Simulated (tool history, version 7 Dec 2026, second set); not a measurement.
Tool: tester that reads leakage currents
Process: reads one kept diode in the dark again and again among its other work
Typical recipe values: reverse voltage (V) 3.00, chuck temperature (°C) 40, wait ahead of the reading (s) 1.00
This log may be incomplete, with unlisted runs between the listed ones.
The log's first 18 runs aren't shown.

run    hour  reverse voltage (V)  chuck temperature (°C)  wait ahead of the reading (s)  current that the tester gives (pA)
 19  1115.4                 3.00                      36                           1.00                              288.67
 20  1179.9                 3.00                      40                           1.00                              387.39
 21  1232.8                 3.00                      40                           9.39                              387.25
 22  1270.8                 4.66                      47                           0.84                              823.40
 23  1351.3                 4.66                      47                           0.84                              829.49
 24  1411.2                 6.99                      27                           1.32                              248.44
 25  1450.5                 6.99                      24                           4.07                              196.16
 26  1528.2                 3.00                      47                           8.41                              640.30
 27  1607.6                 3.00                      47                           8.41                              638.98
 28  1681.3                13.64                      49                           1.00                             1820.13
 29  1740.7                 1.20                      37                           2.24                              183.99
 30  1785.5                 1.12                      42                           1.00                              252.52
 31  1865.2                 2.80                      53                           2.93                              926.22
 32  1931.7                 1.03                      32                           1.94                              117.22
 33  1973.2                 2.71                      47                           3.67                              608.39
 34  2010.1                 1.25                      25                           0.95                               77.84
 35  2073.8                 2.85                      40                           6.07                              386.47
 36  2133.9                 2.85                      40                           6.07                              389.29
 37  2191.8                 2.85                      40                           6.07                              389.30

Predict the results of run 38:
 38  2263.3                 3.00                      40                           6.93                                   ?

current that the tester gives (pA): 402.98
Had the tool carried no hidden state, the very same run would have given current that the tester gives (pA) 373.62.
